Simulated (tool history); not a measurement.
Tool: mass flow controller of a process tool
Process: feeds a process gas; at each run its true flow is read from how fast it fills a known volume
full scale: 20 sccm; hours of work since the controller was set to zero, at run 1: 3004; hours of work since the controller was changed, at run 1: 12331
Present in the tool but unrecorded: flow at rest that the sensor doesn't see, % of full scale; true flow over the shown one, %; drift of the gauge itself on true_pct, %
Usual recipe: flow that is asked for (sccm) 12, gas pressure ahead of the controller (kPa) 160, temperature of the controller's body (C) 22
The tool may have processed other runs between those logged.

run    hour  flow that is asked for (sccm)  gas pressure ahead of the controller (kPa)  temperature of the controller's body (C)  hours of work since the controller was set to zero  hours of work since the controller was changed  true flow (%)
  1     0.0                             12                                         160                                        22                                                3004                                           12331          95.89
  2   526.6                             12                                         160                                        22                                                3305                                           12633          95.66
  3  1052.6                             12                                         183                                        22                                                3606                                           12934          95.45
  4  1415.3                             12                                         183                                        22                                                3814                                           13142          95.33
  5  1952.1                             12                                         160                                        32                                                4121                                           13449          94.70
     2021.4  -- controller exchanged for a calibrated one
  6  2431.1                             12                                         160                                        32                                                 235                                             235          99.64
  7  2780.1                             12                                         160                                        21                                                 434                                             434          99.92
  8  3125.8                             12                                         194                                        21                                                 632                                             632          99.63
  9  3621.5                             12                                         194                                        21                                                 916                                             916          99.44
 10  3863.7                             12                                         160                                        22                                                1054                                            1054          99.39
 11  4409.1                             12                                         160                                        22                                                1367                                            1367          99.34
 12  4803.6                             12                                         160                                        33                                                1592                                            1592          98.63
 13  5153.9                              9                                         149                                        24                                                1793                                            1793          98.49
 14  5618.8                              9                                         149                                        24                                                2059                                            2059          98.33
 15  6066.0                             12                                         200                                        30                                                2315                                            2315          98.12
 16  6525.2                             12                                         200                                        30                                                2578                                            2578          97.83
 17  7020.5                             10                                         178                                        22                                                2861                                            2861          97.79
 18  7323.1                              5                                         160                                        24                                                3035                                            3035          95.83
 19  7635.6                              5                                         160                                        33                                                3213                                            3213          95.20
 20  8158.6                             12                                         196                                        28                                                3513                                            3513          97.42
 21  8508.6                              3                                         152                                        27                                                3713                                            3713          91.84
 22  8841.7                              3                                         152                                        27                                                3904                                            3904          91.42
 23  9090.1                              7                                         152                                        24                                                4046                                            4046          95.81

Here are 4 independent what-if runs from the current tool condition. What would each one return?
  A  9365.4                             14                                         212                                        34                                                4203                                            4203              ?
  B  9365.4                             12                                         170                                        22                                                4203                                            4203              ?
  C  9365.4                              7                                         152                                        31                                                4203                                            4203              ?
  D  9365.4                              3                                         199                                        24                                                4203                                            4203              ?

run  true flow (%)
  A          96.98
  B          97.28
  C          95.46
  D          90.77
The same runs, with their run-to-run variation unchanged, on a tool lacking any hidden condition would have given:
run  true flow (%)
  A          99.47
  B         100.07
  C          99.70
  D          99.66

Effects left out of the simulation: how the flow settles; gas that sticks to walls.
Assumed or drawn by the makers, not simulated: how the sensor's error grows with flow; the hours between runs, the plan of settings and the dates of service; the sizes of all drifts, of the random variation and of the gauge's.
